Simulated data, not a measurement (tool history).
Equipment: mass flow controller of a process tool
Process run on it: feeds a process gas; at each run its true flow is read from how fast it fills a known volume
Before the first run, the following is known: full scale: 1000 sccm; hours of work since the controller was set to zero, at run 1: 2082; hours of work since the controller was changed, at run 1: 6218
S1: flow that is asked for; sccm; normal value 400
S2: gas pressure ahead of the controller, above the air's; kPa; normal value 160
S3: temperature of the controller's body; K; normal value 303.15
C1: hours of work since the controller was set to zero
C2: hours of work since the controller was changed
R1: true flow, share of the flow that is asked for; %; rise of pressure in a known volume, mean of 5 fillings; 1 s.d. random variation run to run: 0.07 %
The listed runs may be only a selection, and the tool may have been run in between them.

Run 1, day 0.000: usual settings; C1 2082; C2 6218. Result: R1 99.30 %.
Run 2, day 9.250: usual settings but S1 134 sccm; C1 2217; C2 6353. Result: R1 99.66 %.
Run 3, day 19.842: usual settings but S1 134 sccm; C1 2371; C2 6507. Result: R1 99.66 %.
Run 4, day 33.571: usual settings but S1 134 sccm; C1 2571; C2 6707. Result: R1 99.85 %.
Run 5, day 45.325: usual settings but S1 134 sccm, S2 207 kPa; C1 2742; C2 6878. Result: R1 100.23 %.
At day 46.550: controller's zero set anew.
Run 6, day 53.971: usual settings but S2 229 kPa, S3 308.15 K; C1 108; C2 7003. Result: R1 99.87 %.
Run 7, day 64.417: usual settings but S1 236 sccm, S2 143 kPa, S3 299.15 K; C1 260; C2 7155. Result: R1 100.49 %.
Run 8, day 73.438: usual settings but S1 114 sccm, S3 300.15 K; C1 391; C2 7286. Result: R1 102.39 %.
Run 9, day 80.354: usual settings but S1 100 sccm, S2 172 kPa, S3 294.15 K; C1 492; C2 7387. Result: R1 103.41 %.
Run 10, day 88.750: usual settings but S1 792 sccm, S2 242 kPa, S3 296.15 K; C1 614; C2 7509. Result: R1 101.38 %.

3 ways to go on from here, each from the tool as it stands after run 10. What would each give?
Run A, day 100.788: usual settings but S1 513 sccm, S2 245 kPa, S3 308.15 K; C1 789; C2 7684. Result: R1 ?.
Run B, day 100.788: usual settings but S1 792 sccm, S2 142 kPa, S3 296.15 K; C1 789; C2 7684. Result: R1 ?.
Run C, day 100.788: usual settings but S1 193 sccm, S2 273 kPa, S3 302.15 K; C1 789; C2 7684. Result: R1 ?.

run      R1
  A  100.22
  B  101.08
  C  101.48
Had the tool no hidden state, the same runs would have come out as:
run     R1
  A  98.18
  B  99.38
  C  97.85
